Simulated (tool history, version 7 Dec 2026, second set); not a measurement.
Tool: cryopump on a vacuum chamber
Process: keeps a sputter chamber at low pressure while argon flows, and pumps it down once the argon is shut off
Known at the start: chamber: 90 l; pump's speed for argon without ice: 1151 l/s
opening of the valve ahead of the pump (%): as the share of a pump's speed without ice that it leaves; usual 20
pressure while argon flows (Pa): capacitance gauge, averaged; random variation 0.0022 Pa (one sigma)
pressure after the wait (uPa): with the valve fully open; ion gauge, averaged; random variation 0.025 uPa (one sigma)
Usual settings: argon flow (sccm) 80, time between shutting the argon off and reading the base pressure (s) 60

| run | hour | argon flow (sccm) | time between shutting the argon off and reading the base pressure (s) | opening of the valve ahead of the pump (%) | pressure while argon flows (Pa) | pressure after the wait (uPa) |
|---|---|---|---|---|---|---|
| 1 | 0.0 | 80 | 60 | 20 | 0.6193 | 4.42 |
|  | 12.4 | pump warmed up, emptied and cooled again |
| 2 | 25.3 | 80 | 60 | 20 | 0.5919 | 3.64 |
| 3 | 56.9 | 80 | 60 | 20 | 0.5930 | 3.64 |
| 4 | 94.3 | 80 | 60 | 57 | 0.2091 | 3.74 |
| 5 | 129.9 | 80 | 22 | 57 | 0.2111 | 4.89 |
| 6 | 159.8 | 80 | 22 | 57 | 0.2111 | 4.97 |
| 7 | 190.6 | 80 | 22 | 57 | 0.2125 | 4.97 |
| 8 | 222.4 | 80 | 22 | 57 | 0.2143 | 5.09 |
| 9 | 249.0 | 80 | 22 | 57 | 0.2147 | 5.22 |
| 10 | 273.2 | 80 | 22 | 57 | 0.2128 | 5.16 |
| 11 | 307.5 | 80 | 22 | 57 | 0.2150 | 5.17 |
| 12 | 343.0 | 82 | 60 | 20 | 0.6134 | 4.09 |
|  | 366.0 | leaking fittings of the chamber tightened, without venting |
| 13 | 375.5 | 82 | 27 | 20 | 0.6134 | 1.87 |
| 14 | 397.7 | 82 | 27 | 20 | 0.6145 | 1.82 |
| 15 | 416.1 | 80 | 60 | 20 | 0.5968 | 1.02 |
| 16 | 446.7 | 80 | 194 | 20 | 0.5984 | 0.61 |
| 17 | 467.8 | 80 | 194 | 20 | 0.6018 | 0.62 |
| 18 | 499.1 | 80 | 194 | 20 | 0.6022 | 0.62 |
| 19 | 526.1 | 80 | 194 | 20 | 0.6017 | 0.68 |
| 20 | 547.6 | 58 | 25 | 22 | 0.3963 | 2.10 |
| 21 | 573.3 | 58 | 25 | 22 | 0.3990 | 2.10 |
| 22 | 593.3 | 58 | 25 | 22 | 0.4002 | 2.22 |
| 23 | 610.5 | 58 | 38 | 49 | 0.1875 | 1.63 |
| 24 | 637.2 | 65 | 60 | 20 | 0.4928 | 1.23 |
| 25 | 654.5 | 65 | 60 | 20 | 0.4907 | 1.23 |
| 26 | 687.9 | 111 | 117 | 33 | 0.5212 | 0.93 |
| 27 | 704.8 | 58 | 87 | 16 | 0.5460 | 1.11 |
| 28 | 727.9 | 119 | 60 | 35 | 0.5306 | 1.30 |
| 29 | 751.8 | 67 | 92 | 20 | 0.5077 | 1.09 |
| 30 | 773.5 | 52 | 92 | 30 | 0.2684 | 1.11 |
| 31 | 805.3 | 130 | 60 | 17 | 1.1584 | 1.42 |
| 32 | 835.8 | 66 | 23 | 20 | 0.5082 | 2.55 |
| 33 | 861.3 | 66 | 189 | 45 | 0.2362 | 1.04 |
| 34 | 886.1 | 121 | 64 | 25 | 0.7533 | 1.52 |
| 35 | 920.9 | 62 | 41 | 47 | 0.2120 | 1.80 |

Some steps in pressure while argon flows (Pa) between neighbouring runs. How much of each would the tool show without its hidden state too (settings, what came in, random variation), and how much is left for the hidden state, with any gauge scatter that isn't in both results?
The hidden state here: pump's speed, % of a pump's without ice; cold plate's temperature, K; leak into the chamber, uPa l/s; drift of the gauge itself on working_pa, %; drift of the gauge itself on base_upa, %.
Run 1 -> 2: pump warmed up, emptied and cooled again. pressure while argon flows (Pa) -0.0274: hidden state -0.0339, all else +0.0065.
Run 30 -> 31: argon flow (sccm) 52 -> 130, time between shutting the argon off and reading the base pressure (s) 92 -> 60, opening of the valve ahead of the pump (%) 30 -> 17. pressure while argon flows (Pa) +0.8900: hidden state +0.0233, all else +0.8667.
Run 31 -> 32: argon flow (sccm) 130 -> 66, time between shutting the argon off and reading the base pressure (s) 60 -> 23, opening of the valve ahead of the pump (%) 17 -> 20. pressure while argon flows (Pa) -0.6502: hidden state -0.0176, all else -0.6326.
Run 33 -> 34: argon flow (sccm) 66 -> 121, time between shutting the argon off and reading the base pressure (s) 189 -> 64, opening of the valve ahead of the pump (%) 45 -> 25. pressure while argon flows (Pa) +0.5171: hidden state +0.0185, all else +0.4986.
Run 34 -> 35: argon flow (sccm) 121 -> 62, time between shutting the argon off and reading the base pressure (s) 64 -> 41, opening of the valve ahead of the pump (%) 25 -> 47. pressure while argon flows (Pa) -0.5413: hidden state -0.0184, all else -0.5229.
